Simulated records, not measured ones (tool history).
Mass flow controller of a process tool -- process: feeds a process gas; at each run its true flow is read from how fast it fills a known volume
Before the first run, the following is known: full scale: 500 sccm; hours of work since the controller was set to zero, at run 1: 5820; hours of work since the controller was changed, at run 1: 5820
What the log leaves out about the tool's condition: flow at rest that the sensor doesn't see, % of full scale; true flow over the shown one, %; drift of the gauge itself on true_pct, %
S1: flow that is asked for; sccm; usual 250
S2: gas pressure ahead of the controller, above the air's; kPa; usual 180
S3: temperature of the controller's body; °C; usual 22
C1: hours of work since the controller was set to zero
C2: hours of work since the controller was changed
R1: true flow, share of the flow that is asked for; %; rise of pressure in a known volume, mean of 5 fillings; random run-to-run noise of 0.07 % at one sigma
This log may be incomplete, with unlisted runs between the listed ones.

run	day	S1	S2	S3	C1	C2	R1
1	0	250	180	22	5820	5820	100.26
2	4.808	171	180	22	5899	5899	100.96
3	11.35	171	180	22	6006	6006	100.94
4	15.942	250	180	22	6082	6082	100.29
5	23.338	250	148	22	6203	6203	100.39
6	29.092	250	148	22	6298	6298	100.44
7	36.112	250	148	22	6414	6414	100.43
8	39.262	290	175	22	6465	6465	100.24
# day 40.362: controller exchanged for a calibrated one
9	45.346	137	154	20	82	82	99.05
10	52.271	137	168	27	196	196	98.76
11	56.896	250	180	37	272	272	98.58
12	63.192	250	180	37	375	375	98.69
13	67.825	250	180	37	452	452	98.54
14	73.225	251	180	22	541	541	99.33

Hidden state at the last listed run before each entry between runs and at the first one after, where it differs:
Run 8 -> run 9: controller exchanged for a calibrated one (day 40.362)
  flow at rest that the sensor doesn't see, % of full scale: 1.146 -> 0.07; true flow over the shown one, %: -1.11 -> -0.12
  the result without the hidden state subtracted from the measured one, R1: +0.87 -> +0.13 %
